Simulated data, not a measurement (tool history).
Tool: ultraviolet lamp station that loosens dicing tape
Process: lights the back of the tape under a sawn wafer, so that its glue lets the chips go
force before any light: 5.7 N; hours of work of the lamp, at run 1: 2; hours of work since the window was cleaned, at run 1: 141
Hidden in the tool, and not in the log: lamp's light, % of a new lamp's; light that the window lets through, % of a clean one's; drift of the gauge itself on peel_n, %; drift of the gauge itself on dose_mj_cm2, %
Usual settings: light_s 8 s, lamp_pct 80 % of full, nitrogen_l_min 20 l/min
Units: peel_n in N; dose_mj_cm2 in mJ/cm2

run    hour  light_s  lamp_pct  nitrogen_l_min  hours of work of the lamp  hours of work since the window was cleaned  peel_n  dose_mj_cm2
  1     0.0        8        80              20                          2                                         141   0.352          338
  2    46.9        8        80              17                         31                                         170   0.376          338
  3    83.5        8        80              20                         53                                         192   0.361          339
  4   115.0        8        80               9                         73                                         211   0.498          336
  5   147.5        8        79              20                         92                                         231   0.351          333
  6   181.5        8        80               6                        113                                         252   0.616          342
  7   245.6        8        80              20                        152                                         291   0.331          338
  8   299.7        8        80              20                        185                                         324   0.346          340
  9   354.2        8        80              20                        219                                         357   0.334          339
 10   394.5        8        80              20                        243                                         382   0.362          341
      420.1  -- window cleaned of glue's vapour
 11   432.2       14        80              20                        266                                           7   0.134          585
 12   464.6       14        80              20                        286                                          27   0.128          597
 13   529.2       14        80              20                        325                                          67   0.140          589
 14   572.9       14        80              20                        352                                          93   0.136          596
 15   625.9       14        80              20                        384                                         126   0.135          589
 16   666.4        8        80              20                        409                                         150   0.349          336
 17   696.5        8        76              20                        427                                         169   0.411          316
 18   741.3        8        76              20                        455                                         196   0.375          318
 19   795.6        8        76              20                        488                                         229   0.380          320
 20   843.9        8        80              11                        518                                         259   0.434          338
 21   889.8        8        80              11                        546                                         287   0.450          335
 22   924.3       15        80              20                        567                                         308   0.136          634
 23   980.0        9        86               7                        601                                         342   0.349          414
 24  1043.3        8        80              36                        639                                         381   0.283          338
     1072.6  -- window cleaned of glue's vapour
 25  1108.4        5        60              15                        679                                          22   1.491          161
 26  1144.1        4        96              20                        701                                          44   0.973          202
 27  1209.1        8        68              24                        740                                          83   0.470          288
 28  1251.0        8        68              24                        766                                         109   0.468          286
 29  1283.1        8        80              36                        786                                         129   0.272          338
 30  1327.5        8        63              36                        813                                         156   0.485          266
 31  1382.9        8        63              36                        847                                         190   0.491          266
 32  1413.3        8        63              36                        865                                         208   0.476          269
 33  1452.8        8        63              36                        889                                         232   0.466          263
 34  1481.6        6        80              20                        907                                         250   0.610          254
 35  1549.7        8        97              12                        948                                         292   0.282          409
 36  1594.6        4        84              37                        976                                         319   0.979          176
 37  1634.6        8        84              20                       1000                                         343   0.307          354
 38  1675.3        7        94              18                       1025                                         368   0.349          345
     1721.8  -- window cleaned of glue's vapour
 39  1732.8        7        94              18                       1060                                           7   0.349          352
 40  1796.6        7        94              18                       1099                                          46   0.323          351
 41  1838.7        6        77               6                       1125                                          71   1.086          243

Hidden state at the last listed run before each entry between runs and at the first one after, where it differs:
Between runs 10 and 11: window cleaned of glue's vapour (hour 420.1)
  light that the window lets through, % of a clean one's: 99.9 -> 100
Between runs 24 and 25: window cleaned of glue's vapour (hour 1072.6)
  light that the window lets through, % of a clean one's: 99.9 -> 100
Between runs 38 and 39: window cleaned of glue's vapour (hour 1721.8)
  light that the window lets through, % of a clean one's: 99.9 -> 100
